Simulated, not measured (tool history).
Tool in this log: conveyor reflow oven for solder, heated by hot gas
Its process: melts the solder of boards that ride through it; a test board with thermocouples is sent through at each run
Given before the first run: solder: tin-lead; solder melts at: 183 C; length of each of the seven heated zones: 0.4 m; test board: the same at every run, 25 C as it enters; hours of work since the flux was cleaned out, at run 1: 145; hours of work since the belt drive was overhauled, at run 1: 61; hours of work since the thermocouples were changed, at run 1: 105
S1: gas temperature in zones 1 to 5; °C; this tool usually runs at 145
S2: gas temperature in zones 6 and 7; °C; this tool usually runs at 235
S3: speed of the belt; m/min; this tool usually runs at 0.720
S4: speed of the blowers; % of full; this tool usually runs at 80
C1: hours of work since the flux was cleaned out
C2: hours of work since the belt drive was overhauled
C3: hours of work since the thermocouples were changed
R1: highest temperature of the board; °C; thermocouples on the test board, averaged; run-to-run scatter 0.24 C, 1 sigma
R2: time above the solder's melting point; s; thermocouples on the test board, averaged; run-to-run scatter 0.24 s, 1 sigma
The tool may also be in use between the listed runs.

run,hour,S1,S2,S3,S4,C1,C2,C3,R1,R2
1,0.0,145,235,0.720,80,145,61,105,222.0,55.7
2,38.3,145,235,0.720,80,161,78,121,222.9,56.1
# hour 79.5: flux residue cleaned out of gas plates and filters
3,103.4,145,235,0.720,80,10,103,147,223.6,56.1
4,158.2,145,235,0.720,80,33,126,170,222.9,56.3
5,206.4,145,235,0.800,80,54,146,190,220.5,48.7
6,257.6,145,235,0.800,80,75,168,212,220.5,48.6
7,336.2,145,235,0.800,80,108,201,245,220.3,49.2
8,385.8,145,235,0.720,80,129,222,266,223.6,56.3
9,475.8,145,235,0.720,80,168,260,304,223.2,56.7
# hour 503.2: flux residue cleaned out of gas plates and filters
10,561.7,145,235,0.716,80,25,295,338,224.1,57.0
11,650.8,145,235,0.716,80,62,332,376,224.0,57.5
12,691.5,145,235,0.716,80,80,349,393,223.8,57.5
13,755.6,145,235,0.716,80,107,377,420,223.6,57.4
14,850.1,145,235,0.716,80,147,416,460,224.1,57.5
15,917.3,145,235,0.716,80,175,445,489,223.6,57.2
# hour 929.8: flux residue cleaned out of gas plates and filters
# hour 979.7: thermocouples of zones 6 and 7 changed
16,1010.3,145,235,0.716,80,33,481,13,223.3,57.4
17,1094.8,145,235,0.716,80,69,517,49,223.2,57.6
18,1151.8,139,245,0.716,80,93,541,73,231.6,59.1
19,1243.9,157,235,0.720,80,132,580,112,224.5,61.6
20,1328.6,157,235,0.720,80,168,616,147,224.4,62.1
# hour 1356.3: flux residue cleaned out of gas plates and filters
21,1416.7,148,247,0.675,54,26,651,183,231.3,65.7
22,1500.7,148,247,0.675,54,61,686,218,231.4,65.6
23,1546.4,148,247,0.675,54,80,706,237,231.3,65.5
24,1613.0,148,247,0.675,54,108,734,266,231.6,66.2

Run 25, settings as shown, results not yet in. Your forecast:
25,1704.7,141,240,0.720,80,147,773,304,?,?

Run 25 gave R1 227.6 °C, R2 57.9 s.
Had the tool carried no hidden state, the very same run would have given R1 227.1 °C, R2 57.0 s.

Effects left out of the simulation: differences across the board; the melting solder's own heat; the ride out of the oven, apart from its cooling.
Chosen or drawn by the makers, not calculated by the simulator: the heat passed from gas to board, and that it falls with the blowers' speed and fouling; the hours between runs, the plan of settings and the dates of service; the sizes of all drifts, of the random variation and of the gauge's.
